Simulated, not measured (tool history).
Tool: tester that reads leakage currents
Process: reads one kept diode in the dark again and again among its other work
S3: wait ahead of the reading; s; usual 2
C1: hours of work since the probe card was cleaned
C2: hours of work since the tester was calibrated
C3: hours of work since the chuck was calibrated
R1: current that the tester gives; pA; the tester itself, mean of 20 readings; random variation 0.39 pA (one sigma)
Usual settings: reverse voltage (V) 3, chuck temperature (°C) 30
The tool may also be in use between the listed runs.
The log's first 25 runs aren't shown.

run 26 hour=2598.7 | reverse_voltage_(V)=2.12 chuck_temperature_(°C)=30 S3=2 | C1=3500 C2=860 C3=92 | R1=120.36
-- hour=2610.3 probe card cleaned and baked
run 27 hour=2694.1 | reverse_voltage_(V)=10.24 chuck_temperature_(°C)=48 S3=2.49 | C1=40 C2=904 C3=136 | R1=684.4
run 28 hour=2827.4 | reverse_voltage_(V)=10.24 chuck_temperature_(°C)=48 S3=2.2 | C1=103 C2=968 C3=199 | R1=692.08
run 29 hour=2891.6 | reverse_voltage_(V)=10.24 chuck_temperature_(°C)=48 S3=2.2 | C1=134 C2=998 C3=230 | R1=696.06
run 30 hour=3011 | reverse_voltage_(V)=10.62 chuck_temperature_(°C)=22 S3=2.77 | C1=190 C2=1055 C3=287 | R1=125.23
run 31 hour=3080.5 | reverse_voltage_(V)=10.62 chuck_temperature_(°C)=22 S3=2.77 | C1=224 C2=1088 C3=320 | R1=126.22
run 32 hour=3187.2 | reverse_voltage_(V)=10.62 chuck_temperature_(°C)=22 S3=2.77 | C1=274 C2=1139 C3=371 | R1=128.82
run 33 hour=3262.7 | reverse_voltage_(V)=10.62 chuck_temperature_(°C)=22 S3=2.77 | C1=310 C2=1175 C3=406 | R1=129.39
run 34 hour=3340 | reverse_voltage_(V)=3 chuck_temperature_(°C)=21 S3=1.12 | C1=347 C2=1211 C3=443 | R1=76.77
run 35 hour=3410.1 | reverse_voltage_(V)=1.06 chuck_temperature_(°C)=49 S3=1.12 | C1=380 C2=1245 C3=477 | R1=343.9
run 36 hour=3541.8 | reverse_voltage_(V)=7.33 chuck_temperature_(°C)=30 S3=0.36 | C1=443 C2=1307 C3=539 | R1=207.71
run 37 hour=3609 | reverse_voltage_(V)=18.19 chuck_temperature_(°C)=51 S3=2.72 | C1=475 C2=1339 C3=571 | R1=1101.51
-- hour=3658.6 chuck's temperature calibrated
run 38 hour=3736.7 | reverse_voltage_(V)=18.19 chuck_temperature_(°C)=51 S3=2.72 | C1=535 C2=1399 C3=37 | R1=977.31
run 39 hour=3829 | reverse_voltage_(V)=18.19 chuck_temperature_(°C)=51 S3=2.72 | C1=578 C2=1443 C3=81 | R1=987.29

Forecast each of these 3 alternatives for the next run:
run A hour=3928.6 | reverse_voltage_(V)=3.79 chuck_temperature_(°C)=42 S3=5.66 | C1=626 C2=1490 C3=128 | R1=?
run B hour=3928.6 | reverse_voltage_(V)=5.77 chuck_temperature_(°C)=30 S3=0.69 | C1=626 C2=1490 C3=128 | R1=?
run C hour=3928.6 | reverse_voltage_(V)=16.96 chuck_temperature_(°C)=30 S3=2 | C1=626 C2=1490 C3=128 | R1=?

run=A R1=321.77
run=B R1=169.23
run=C R1=250.62
Without the tool's hidden state the same runs would have given:
run=A R1=317.6
run=B R1=165.81
run=C R1=243.28
